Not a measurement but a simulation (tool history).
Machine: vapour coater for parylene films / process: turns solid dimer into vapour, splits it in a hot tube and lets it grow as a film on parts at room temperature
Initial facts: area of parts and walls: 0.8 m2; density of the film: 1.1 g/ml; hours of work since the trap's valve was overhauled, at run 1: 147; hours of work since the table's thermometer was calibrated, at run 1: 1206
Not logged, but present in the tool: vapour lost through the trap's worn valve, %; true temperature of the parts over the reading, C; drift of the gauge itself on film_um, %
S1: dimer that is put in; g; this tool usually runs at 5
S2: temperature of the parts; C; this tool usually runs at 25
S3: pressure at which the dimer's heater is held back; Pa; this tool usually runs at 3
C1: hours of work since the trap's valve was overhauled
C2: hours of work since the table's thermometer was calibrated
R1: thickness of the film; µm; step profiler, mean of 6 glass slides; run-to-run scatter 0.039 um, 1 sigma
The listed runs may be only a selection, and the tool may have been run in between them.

| run | hour | S1 | S2 | S3 | C1 | C2 | R1 |
|---|---|---|---|---|---|---|---|
| 1 | 0 | 5 | 25 | 3 | 147 | 1206 | 3.97 |
| 2 | 26.4 | 5 | 25 | 3 | 164 | 1223 | 3.99 |
| 3 | 69 | 5 | 25 | 3 | 190 | 1249 | 3.9 |
| 4 | 101.8 | 5 | 25 | 3 | 210 | 1269 | 3.93 |
| 5 | 150.1 | 5 | 35 | 3 | 240 | 1299 | 2.76 |
| 6 | 193.5 | 5 | 35 | 3 | 267 | 1326 | 2.73 |
| 7 | 251.2 | 5 | 25 | 3.25 | 303 | 1362 | 3.69 |
|  | 279.7 | trap's valve overhauled |
| 8 | 287.5 | 5 | 25 | 3.25 | 5 | 1382 | 3.56 |
| 9 | 313 | 5 | 25 | 3.25 | 21 | 1397 | 3.54 |
| 10 | 364.2 | 2 | 25 | 3 | 52 | 1429 | 1.42 |
| 11 | 419.3 | 2 | 25 | 3 | 86 | 1463 | 1.39 |
| 12 | 462.9 | 2 | 25 | 3 | 113 | 1490 | 1.37 |
| 13 | 501.2 | 2 | 25 | 3 | 137 | 1514 | 1.31 |
| 14 | 552.4 | 2 | 25 | 3 | 169 | 1545 | 1.31 |
| 15 | 578.9 | 5 | 25 | 3 | 185 | 1562 | 3.29 |
|  | 600.9 | trap's valve overhauled, once more |
| 16 | 610.1 | 5 | 25 | 3 | 6 | 1579 | 4.32 |
| 17 | 647.4 | 5 | 25 | 3 | 29 | 1602 | 4.22 |
| 18 | 676.2 | 5 | 19 | 3 | 47 | 1619 | 5.14 |
| 19 | 710.4 | 5 | 19 | 3 | 68 | 1641 | 5.11 |
|  | 720.7 | table's thermometer calibrated |
| 20 | 769.9 | 5 | 19 | 3 | 104 | 30 | 4.91 |
| 21 | 805.1 | 5 | 19 | 3 | 126 | 52 | 4.87 |
| 22 | 857.2 | 5 | 19 | 3 | 158 | 84 | 4.81 |
| 23 | 911.5 | 5 | 19 | 3 | 191 | 118 | 4.71 |
| 24 | 966 | 5 | 19 | 3 | 225 | 152 | 4.63 |
| 25 | 1006.7 | 8 | 18 | 3 | 250 | 177 | 7.54 |
| 26 | 1032 | 4 | 18 | 3 | 266 | 193 | 3.82 |
| 27 | 1061 | 3 | 17 | 10.74 | 284 | 210 | 2.6 |
| 28 | 1101.3 | 5 | 36 | 3 | 309 | 235 | 2.6 |
|  | 1118.6 | trap's valve overhauled |
| 29 | 1162.1 | 5 | 36 | 3 | 27 | 271 | 2.9 |
| 30 | 1201.8 | 4 | 24 | 2.21 | 51 | 295 | 3.49 |
| 31 | 1233.1 | 4 | 24 | 2.21 | 71 | 314 | 3.47 |
| 32 | 1273.9 | 7 | 37 | 4.02 | 96 | 340 | 3.74 |
| 33 | 1317.3 | 2 | 22 | 10.75 | 123 | 367 | 1.66 |
| 34 | 1347.9 | 6 | 34 | 10.93 | 142 | 385 | 3.25 |
| 35 | 1401.9 | 5 | 25 | 4.73 | 175 | 419 | 3.79 |
| 36 | 1446.1 | 8 | 37 | 3.11 | 203 | 446 | 4.18 |
| 37 | 1475.7 | 8 | 19 | 5.38 | 221 | 465 | 7.21 |
| 38 | 1531.7 | 8 | 19 | 5.38 | 256 | 499 | 7.04 |
| 39 | 1583.4 | 8 | 18 | 3.55 | 288 | 531 | 7.45 |
|  | 1633.6 | trap's valve overhauled |
| 40 | 1644.3 | 3 | 23 | 3.93 | 7 | 566 | 2.64 |
| 41 | 1683.3 | 3 | 23 | 3.93 | 31 | 590 | 2.64 |
| 42 | 1742.2 | 3 | 23 | 2.17 | 67 | 627 | 2.68 |
| 43 | 1796.6 | 3 | 20 | 4 | 101 | 661 | 2.82 |
| 44 | 1855 | 7 | 20 | 8.33 | 137 | 697 | 6.13 |
| 45 | 1902.6 | 6 | 22 | 3.15 | 166 | 726 | 5.31 |
| 46 | 1958.3 | 6 | 22 | 3.15 | 201 | 760 | 5.15 |
| 47 | 2002.7 | 3 | 20 | 2.16 | 228 | 788 | 2.83 |

Predict each of these 4 candidate next runs independently; none follows another, all start after run 47:
| A | 2049.8 | 3 | 20 | 3.58 | 257 | 817 | ? |
| B | 2049.8 | 3 | 18 | 2.94 | 257 | 817 | ? |
| C | 2049.8 | 5 | 30 | 3 | 257 | 817 | ? |
| D | 2049.8 | 3 | 32 | 6.65 | 257 | 817 | ? |

| run | R1 |
|---|---|
| A | 2.76 |
| B | 2.82 |
| C | 3.22 |
| D | 1.71 |
Without the tool's unlogged condition, the same runs would have read:
| run | R1 |
|---|---|
| A | 3.02 |
| B | 3.1 |
| C | 3.54 |
| D | 1.88 |

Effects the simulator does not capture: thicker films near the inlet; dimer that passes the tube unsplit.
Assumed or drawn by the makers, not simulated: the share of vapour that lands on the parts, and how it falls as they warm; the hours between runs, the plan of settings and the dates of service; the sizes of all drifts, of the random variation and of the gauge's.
